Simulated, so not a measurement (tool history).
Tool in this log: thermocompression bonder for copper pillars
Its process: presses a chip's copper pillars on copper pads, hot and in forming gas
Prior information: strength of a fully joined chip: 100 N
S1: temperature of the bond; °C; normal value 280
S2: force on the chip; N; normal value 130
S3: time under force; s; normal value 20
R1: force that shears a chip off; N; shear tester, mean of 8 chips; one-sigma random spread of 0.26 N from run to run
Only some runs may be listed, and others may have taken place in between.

{"run": 1, "hour": 0.0, "S1": 280, "S2": 130, "S3": 20, "R1": 68.3}
{"run": 2, "hour": 20.1, "S1": 280, "S2": 130, "S3": 44, "R1": 80.9}
{"run": 3, "hour": 59.7, "S1": 280, "S2": 130, "S3": 44, "R1": 81.2}
{"hour": 96.8, "done": "forming gas filter changed"}
{"run": 4, "hour": 97.1, "S1": 280, "S2": 130, "S3": 44, "R1": 82.8}
{"run": 5, "hour": 122.8, "S1": 280, "S2": 130, "S3": 44, "R1": 82.8}
{"run": 6, "hour": 166.9, "S1": 280, "S2": 130, "S3": 44, "R1": 82.3}
{"run": 7, "hour": 211.2, "S1": 280, "S2": 130, "S3": 20, "R1": 69.0}
{"run": 8, "hour": 250.1, "S1": 280, "S2": 130, "S3": 20, "R1": 69.1}
{"run": 9, "hour": 290.7, "S1": 287, "S2": 130, "S3": 20, "R1": 72.3}
{"run": 10, "hour": 313.1, "S1": 280, "S2": 130, "S3": 20, "R1": 68.5}
{"run": 11, "hour": 338.3, "S1": 280, "S2": 130, "S3": 20, "R1": 68.9}
{"run": 12, "hour": 369.0, "S1": 280, "S2": 101, "S3": 20, "R1": 63.1}
{"hour": 388.5, "done": "forming gas filter changed"}
{"run": 13, "hour": 394.4, "S1": 280, "S2": 130, "S3": 29, "R1": 77.4}
{"run": 14, "hour": 419.1, "S1": 280, "S2": 130, "S3": 29, "R1": 76.3}
{"run": 15, "hour": 443.0, "S1": 280, "S2": 130, "S3": 20, "R1": 70.2}
{"run": 16, "hour": 489.4, "S1": 280, "S2": 130, "S3": 20, "R1": 69.9}
{"run": 17, "hour": 534.7, "S1": 306, "S2": 130, "S3": 20, "R1": 81.9}
{"hour": 566.0, "done": "heater calibrated with a thermocouple chip"}
{"run": 18, "hour": 578.6, "S1": 299, "S2": 130, "S3": 20, "R1": 74.6}
{"run": 19, "hour": 603.6, "S1": 280, "S2": 130, "S3": 20, "R1": 64.4}
{"hour": 612.6, "done": "force cell calibrated"}
{"run": 20, "hour": 646.5, "S1": 280, "S2": 130, "S3": 20, "R1": 64.1}
{"run": 21, "hour": 669.8, "S1": 280, "S2": 130, "S3": 20, "R1": 64.5}
{"hour": 685.3, "done": "forming gas filter changed"}
{"run": 22, "hour": 709.5, "S1": 287, "S2": 107, "S3": 25, "R1": 68.8}
{"run": 23, "hour": 735.1, "S1": 283, "S2": 130, "S3": 20, "R1": 67.1}
{"run": 24, "hour": 776.5, "S1": 267, "S2": 113, "S3": 20, "R1": 55.0}
{"run": 25, "hour": 806.1, "S1": 267, "S2": 113, "S3": 20, "R1": 55.6}
{"run": 26, "hour": 849.4, "S1": 261, "S2": 113, "S3": 20, "R1": 51.9}
{"run": 27, "hour": 888.5, "S1": 261, "S2": 113, "S3": 20, "R1": 51.9}
{"run": 28, "hour": 927.3, "S1": 289, "S2": 113, "S3": 10, "R1": 53.8}
{"run": 29, "hour": 955.7, "S1": 289, "S2": 113, "S3": 10, "R1": 53.9}
{"hour": 978.1, "done": "forming gas filter changed"}
{"run": 30, "hour": 991.3, "S1": 296, "S2": 189, "S3": 10, "R1": 70.9}
{"run": 31, "hour": 1038.4, "S1": 267, "S2": 86, "S3": 58, "R1": 69.5}
{"run": 32, "hour": 1059.6, "S1": 283, "S2": 95, "S3": 13, "R1": 53.0}
{"run": 33, "hour": 1095.2, "S1": 285, "S2": 88, "S3": 27, "R1": 65.3}
{"run": 34, "hour": 1137.6, "S1": 280, "S2": 162, "S3": 11, "R1": 60.3}
{"run": 35, "hour": 1167.1, "S1": 276, "S2": 162, "S3": 29, "R1": 75.5}
{"run": 36, "hour": 1193.2, "S1": 276, "S2": 162, "S3": 29, "R1": 75.0}
{"run": 37, "hour": 1217.1, "S1": 303, "S2": 108, "S3": 20, "R1": 73.0}
{"run": 38, "hour": 1243.7, "S1": 286, "S2": 104, "S3": 20, "R1": 63.6}
{"hour": 1273.5, "done": "forming gas filter changed"}
{"run": 39, "hour": 1284.7, "S1": 261, "S2": 82, "S3": 24, "R1": 49.6}
{"run": 40, "hour": 1308.2, "S1": 304, "S2": 129, "S3": 33, "R1": 85.4}

3 options for the next run, each taken on its own from the tool as it stands now. Forecast them:
{"run": "A", "hour": 1349.2, "S1": 274, "S2": 101, "S3": 14, "R1": "?"}
{"run": "B", "hour": 1349.2, "S1": 286, "S2": 170, "S3": 34, "R1": "?"}
{"run": "C", "hour": 1349.2, "S1": 273, "S2": 191, "S3": 33, "R1": "?"}

run=A R1=51.5
run=B R1=83.9
run=C R1=79.9
With the hidden condition removed and each run's random variation left untouched, the same runs would have given:
run=A R1=50.0
run=B R1=83.1
run=C R1=78.9

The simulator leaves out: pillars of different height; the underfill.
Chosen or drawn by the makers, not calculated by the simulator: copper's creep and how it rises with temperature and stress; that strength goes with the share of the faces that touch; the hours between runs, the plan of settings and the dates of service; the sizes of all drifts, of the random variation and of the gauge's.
